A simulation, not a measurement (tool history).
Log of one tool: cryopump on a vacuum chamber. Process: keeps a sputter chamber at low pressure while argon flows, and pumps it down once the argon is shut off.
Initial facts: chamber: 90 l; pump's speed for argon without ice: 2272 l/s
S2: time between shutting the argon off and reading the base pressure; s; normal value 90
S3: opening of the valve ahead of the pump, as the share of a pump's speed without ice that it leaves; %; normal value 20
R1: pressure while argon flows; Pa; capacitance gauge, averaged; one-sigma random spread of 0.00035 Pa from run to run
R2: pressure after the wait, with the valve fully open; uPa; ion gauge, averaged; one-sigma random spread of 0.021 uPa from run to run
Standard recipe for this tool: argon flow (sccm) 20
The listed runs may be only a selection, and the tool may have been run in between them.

run 1 hour=0.0 | argon_flow_(sccm)=20 S2=90 S3=20 | R1=0.0765 R2=0.64
run 2 hour=14.8 | argon_flow_(sccm)=20 S2=90 S3=21 | R1=0.0727 R2=0.66
run 3 hour=27.4 | argon_flow_(sccm)=20 S2=90 S3=21 | R1=0.0724 R2=0.72
run 4 hour=51.8 | argon_flow_(sccm)=20 S2=201 S3=20 | R1=0.0763 R2=0.57
run 5 hour=65.0 | argon_flow_(sccm)=36 S2=90 S3=20 | R1=0.1381 R2=0.73
run 6 hour=82.7 | argon_flow_(sccm)=20 S2=107 S3=20 | R1=0.0773 R2=0.66
run 7 hour=98.5 | argon_flow_(sccm)=20 S2=107 S3=20 | R1=0.0773 R2=0.68
run 8 hour=110.5 | argon_flow_(sccm)=20 S2=107 S3=20 | R1=0.0776 R2=0.68
run 9 hour=123.4 | argon_flow_(sccm)=20 S2=107 S3=20 | R1=0.0776 R2=0.66
run 10 hour=147.3 | argon_flow_(sccm)=20 S2=38 S3=20 | R1=0.0778 R2=1.10
run 11 hour=169.3 | argon_flow_(sccm)=20 S2=38 S3=20 | R1=0.0781 R2=1.12
run 12 hour=181.5 | argon_flow_(sccm)=20 S2=38 S3=20 | R1=0.0783 R2=1.10
run 13 hour=200.1 | argon_flow_(sccm)=20 S2=38 S3=20 | R1=0.0787 R2=1.12
run 14 hour=211.0 | argon_flow_(sccm)=20 S2=38 S3=20 | R1=0.0784 R2=1.17
run 15 hour=230.0 | argon_flow_(sccm)=20 S2=90 S3=25 | R1=0.0642 R2=0.80
run 16 hour=244.6 | argon_flow_(sccm)=20 S2=90 S3=49 | R1=0.0349 R2=0.87
run 17 hour=267.1 | argon_flow_(sccm)=20 S2=90 S3=49 | R1=0.0358 R2=0.82
run 18 hour=287.0 | argon_flow_(sccm)=20 S2=90 S3=49 | R1=0.0348 R2=0.83
run 19 hour=300.3 | argon_flow_(sccm)=20 S2=90 S3=49 | R1=0.0356 R2=0.88
run 20 hour=314.3 | argon_flow_(sccm)=20 S2=202 S3=20 | R1=0.0801 R2=0.74
run 21 hour=328.0 | argon_flow_(sccm)=20 S2=57 S3=20 | R1=0.0804 R2=1.06
-- hour=345.1 pump warmed up, emptied and cooled again
run 22 hour=354.5 | argon_flow_(sccm)=20 S2=57 S3=20 | R1=0.0740 R2=0.83
run 23 hour=368.9 | argon_flow_(sccm)=20 S2=57 S3=20 | R1=0.0746 R2=0.90
run 24 hour=389.4 | argon_flow_(sccm)=20 S2=57 S3=20 | R1=0.0750 R2=0.91
run 25 hour=409.2 | argon_flow_(sccm)=8 S2=57 S3=15 | R1=0.0395 R2=0.88
run 26 hour=432.1 | argon_flow_(sccm)=16 S2=150 S3=21 | R1=0.0579 R2=0.68
run 27 hour=449.6 | argon_flow_(sccm)=20 S2=67 S3=20 | R1=0.0754 R2=0.82
run 28 hour=459.7 | argon_flow_(sccm)=13 S2=145 S3=45 | R1=0.0222 R2=0.70
run 29 hour=478.1 | argon_flow_(sccm)=13 S2=135 S3=18 | R1=0.0541 R2=0.72
run 30 hour=497.8 | argon_flow_(sccm)=13 S2=135 S3=18 | R1=0.0547 R2=0.70
run 31 hour=510.5 | argon_flow_(sccm)=11 S2=118 S3=36 | R1=0.0240 R2=0.72
run 32 hour=521.7 | argon_flow_(sccm)=11 S2=197 S3=34 | R1=0.0245 R2=0.73
run 33 hour=542.3 | argon_flow_(sccm)=11 S2=197 S3=34 | R1=0.0251 R2=0.71
run 34 hour=563.5 | argon_flow_(sccm)=11 S2=197 S3=20 | R1=0.0429 R2=0.74
run 35 hour=574.4 | argon_flow_(sccm)=33 S2=38 S3=16 | R1=0.1572 R2=1.16

3 ways to go on from here, each from the tool as it stands after run 35. What would each give?
run A hour=587.3 | argon_flow_(sccm)=10 S2=38 S3=59 | R1=? R2=?
run B hour=587.3 | argon_flow_(sccm)=12 S2=38 S3=16 | R1=? R2=?
run C hour=587.3 | argon_flow_(sccm)=16 S2=80 S3=20 | R1=? R2=?

run=A R1=0.0137 R2=1.23
run=B R1=0.0570 R2=1.22
run=C R1=0.0617 R2=0.89
Take away the tool's hidden state, keep each run's random variation, and the runs would have read:
run=A R1=0.0124 R2=0.73
run=B R1=0.0556 R2=0.70
run=C R1=0.0597 R2=0.39

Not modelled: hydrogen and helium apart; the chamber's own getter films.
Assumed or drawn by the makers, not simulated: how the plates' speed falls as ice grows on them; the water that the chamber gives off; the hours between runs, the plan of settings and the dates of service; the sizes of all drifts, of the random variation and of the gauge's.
